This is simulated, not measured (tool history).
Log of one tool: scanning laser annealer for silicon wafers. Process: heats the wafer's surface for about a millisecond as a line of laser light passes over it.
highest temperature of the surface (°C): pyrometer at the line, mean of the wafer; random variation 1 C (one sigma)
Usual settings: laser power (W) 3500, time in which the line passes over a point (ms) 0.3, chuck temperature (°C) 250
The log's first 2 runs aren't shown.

run,hour,laser power (W),time in which the line passes over a point (ms),chuck temperature (°C),highest temperature of the surface (°C)
3,15.2,3500,0.353,250,1031
4,25.3,3432,0.353,250,1016
5,35.3,3432,0.353,250,1015
6,45.8,3432,0.353,250,1014
7,55.8,3432,0.353,271,1034
8,63.2,3555,0.3,250,972
9,72.8,3500,0.3,250,959
10,80.2,3500,0.3,250,959
11,86.2,3500,0.3,250,957
12,91,3088,0.3,250,872
13,97.7,3088,0.3,250,872
14,106.8,3088,0.255,250,816
15,112,3131,0.3,250,880
16,120.1,3500,0.251,250,890
17,125.8,3500,0.3,250,958
18,132.9,3500,0.3,250,957
19,138.7,3500,0.3,250,957
20,143.3,3500,0.3,250,957
21,148,3500,0.212,250,829

The next listed run, before its measurement:
22,155.8,3679,0.307,218,?

highest temperature of the surface (°C): 972
Without the tool's hidden state the same run would have given highest temperature of the surface (°C) 989.

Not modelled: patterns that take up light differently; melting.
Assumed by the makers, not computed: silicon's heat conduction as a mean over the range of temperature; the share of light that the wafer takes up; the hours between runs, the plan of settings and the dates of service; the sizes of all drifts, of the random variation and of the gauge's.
